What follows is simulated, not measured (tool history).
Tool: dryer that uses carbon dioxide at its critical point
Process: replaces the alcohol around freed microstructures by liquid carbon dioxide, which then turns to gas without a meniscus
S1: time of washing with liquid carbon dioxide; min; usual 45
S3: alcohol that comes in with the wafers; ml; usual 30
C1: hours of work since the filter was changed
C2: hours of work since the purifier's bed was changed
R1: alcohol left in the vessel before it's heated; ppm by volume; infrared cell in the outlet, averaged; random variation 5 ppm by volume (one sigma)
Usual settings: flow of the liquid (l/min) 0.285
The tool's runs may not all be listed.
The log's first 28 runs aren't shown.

Run 29, hour 795.9: usual settings but S1 58 min, flow of the liquid (l/min) 0.230; C1 17; C2 977. Result: R1 74 ppm by volume.
Run 30, hour 825.9: usual settings but S1 58 min, flow of the liquid (l/min) 0.230; C1 39; C2 999. Result: R1 74 ppm by volume.
Run 31, hour 842.0: usual settings but S1 33 min, flow of the liquid (l/min) 0.231, S3 112 ml; C1 51; C2 1011. Result: R1 1407 ppm by volume.
Run 32, hour 873.7: usual settings but S1 37 min, flow of the liquid (l/min) 0.191, S3 112 ml; C1 74; C2 1034. Result: R1 1784 ppm by volume.
Run 33, hour 894.8: usual settings but S1 32 min, flow of the liquid (l/min) 0.219; C1 90; C2 1050. Result: R1 555 ppm by volume.
Run 34, hour 916.1: usual settings but S1 43 min, flow of the liquid (l/min) 0.458, S3 57 ml; C1 106; C2 1065. Result: R1 53 ppm by volume.
Run 35, hour 945.3: usual settings but S1 43 min, flow of the liquid (l/min) 0.458, S3 57 ml; C1 127; C2 1087. Result: R1 60 ppm by volume.
Run 36, hour 972.9: usual settings but S1 48 min, flow of the liquid (l/min) 0.195, S3 51 ml; C1 147; C2 1107. Result: R1 334 ppm by volume.
Run 37, hour 993.6: usual settings but S1 48 min, flow of the liquid (l/min) 0.195, S3 51 ml; C1 163; C2 1122. Result: R1 346 ppm by volume.
Run 38, hour 1021.5: usual settings but S1 33 min, flow of the liquid (l/min) 0.337, S3 37 ml; C1 183; C2 1143. Result: R1 167 ppm by volume.
Run 39, hour 1059.3: usual settings but S1 71 min, flow of the liquid (l/min) 0.314, S3 47 ml; C1 211; C2 1171. Result: R1 64 ppm by volume.
Run 40, hour 1083.9: usual settings but S1 71 min, flow of the liquid (l/min) 0.314, S3 47 ml; C1 229; C2 1189. Result: R1 68 ppm by volume.
Run 41, hour 1110.1: usual settings but S1 55 min, flow of the liquid (l/min) 0.435, S3 46 ml; C1 249; C2 1208. Result: R1 69 ppm by volume.
Run 42, hour 1147.2: usual settings but S1 72 min, flow of the liquid (l/min) 0.479, S3 66 ml; C1 276; C2 1236. Result: R1 73 ppm by volume.
Run 43, hour 1165.8: usual settings but flow of the liquid (l/min) 0.212; C1 289; C2 1249. Result: R1 246 ppm by volume.

Forecast run 44:
Run 44, hour 1189.9: usual settings but flow of the liquid (l/min) 0.212; C1 307; C2 1267. Result: R1 ?.

Run 44 gave R1 253 ppm by volume.
Without the tool's hidden state the same run would have given R1 134 ppm by volume.

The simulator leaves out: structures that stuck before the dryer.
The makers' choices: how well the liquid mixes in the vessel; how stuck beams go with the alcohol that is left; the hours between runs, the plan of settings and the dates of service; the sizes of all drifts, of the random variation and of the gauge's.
